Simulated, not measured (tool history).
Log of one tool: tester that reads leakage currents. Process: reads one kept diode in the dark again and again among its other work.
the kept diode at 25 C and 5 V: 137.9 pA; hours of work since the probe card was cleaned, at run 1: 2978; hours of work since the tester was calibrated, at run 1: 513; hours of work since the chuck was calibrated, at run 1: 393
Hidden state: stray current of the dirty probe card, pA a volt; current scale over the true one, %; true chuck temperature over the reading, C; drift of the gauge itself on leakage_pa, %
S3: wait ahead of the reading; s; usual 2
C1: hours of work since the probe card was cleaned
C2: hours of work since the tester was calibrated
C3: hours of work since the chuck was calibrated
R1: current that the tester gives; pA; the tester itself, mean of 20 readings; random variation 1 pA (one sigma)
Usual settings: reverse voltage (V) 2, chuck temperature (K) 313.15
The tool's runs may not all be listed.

{"run": 1, "hour": 0.0, "reverse voltage (V)": 2, "chuck temperature (K)": 313.15, "S3": 2, "C1": 2978, "C2": 513, "C3": 393, "R1": 333.42}
{"run": 2, "hour": 30.8, "reverse voltage (V)": 2, "chuck temperature (K)": 313.15, "S3": 2, "C1": 2994, "C2": 529, "C3": 409, "R1": 332.77}
{"run": 3, "hour": 51.3, "reverse voltage (V)": 2, "chuck temperature (K)": 313.15, "S3": 2, "C1": 3004, "C2": 540, "C3": 420, "R1": 331.58}
{"run": 4, "hour": 75.3, "reverse voltage (V)": 2, "chuck temperature (K)": 313.15, "S3": 0.36, "C1": 3017, "C2": 552, "C3": 432, "R1": 328.74}
{"run": 5, "hour": 95.2, "reverse voltage (V)": 2, "chuck temperature (K)": 313.15, "S3": 1.42, "C1": 3027, "C2": 562, "C3": 443, "R1": 328.66}
{"run": 6, "hour": 121.3, "reverse voltage (V)": 2, "chuck temperature (K)": 313.15, "S3": 1.42, "C1": 3040, "C2": 576, "C3": 456, "R1": 328.79}
{"run": 7, "hour": 150.0, "reverse voltage (V)": 2, "chuck temperature (K)": 297.15, "S3": 1.42, "C1": 3055, "C2": 591, "C3": 471, "R1": 90.63}
{"run": 8, "hour": 179.3, "reverse voltage (V)": 2, "chuck temperature (K)": 301.15, "S3": 1.03, "C1": 3070, "C2": 606, "C3": 486, "R1": 125.84}
{"run": 9, "hour": 216.7, "reverse voltage (V)": 5.24, "chuck temperature (K)": 321.15, "S3": 0.9, "C1": 3090, "C2": 625, "C3": 505, "R1": 842.98}
{"run": 10, "hour": 250.2, "reverse voltage (V)": 5.24, "chuck temperature (K)": 321.15, "S3": 0.9, "C1": 3107, "C2": 642, "C3": 523, "R1": 840.69}
{"run": 11, "hour": 276.2, "reverse voltage (V)": 8.33, "chuck temperature (K)": 317.15, "S3": 7.24, "C1": 3121, "C2": 656, "C3": 536, "R1": 737.97}
{"run": 12, "hour": 307.6, "reverse voltage (V)": 8.33, "chuck temperature (K)": 317.15, "S3": 7.24, "C1": 3137, "C2": 672, "C3": 552, "R1": 734.78}
{"run": 13, "hour": 325.4, "reverse voltage (V)": 2, "chuck temperature (K)": 300.15, "S3": 2.65, "C1": 3146, "C2": 681, "C3": 562, "R1": 113.7}
{"run": 14, "hour": 362.6, "reverse voltage (V)": 4.54, "chuck temperature (K)": 313.15, "S3": 3.63, "C1": 3165, "C2": 701, "C3": 581, "R1": 432.33}

4 ways to go on from here, each from the tool as it stands after run 14. What would each give?
{"run": "A", "hour": 385.3, "reverse voltage (V)": 4.54, "chuck temperature (K)": 304.15, "S3": 3.63, "C1": 3177, "C2": 712, "C3": 593, "R1": "?"}
{"run": "B", "hour": 385.3, "reverse voltage (V)": 1.99, "chuck temperature (K)": 304.15, "S3": 2.39, "C1": 3177, "C2": 712, "C3": 593, "R1": "?"}
{"run": "C", "hour": 385.3, "reverse voltage (V)": 4.35, "chuck temperature (K)": 313.15, "S3": 2.12, "C1": 3177, "C2": 712, "C3": 593, "R1": "?"}
{"run": "D", "hour": 385.3, "reverse voltage (V)": 3.25, "chuck temperature (K)": 297.15, "S3": 3.63, "C1": 3177, "C2": 712, "C3": 593, "R1": "?"}

run=A R1=215.64
run=B R1=157.87
run=C R1=426.55
run=D R1=107.91
Without the tool's hidden state the same runs would have given:
run=A R1=222.67
run=B R1=167.03
run=C R1=451.99
run=D R1=109.01
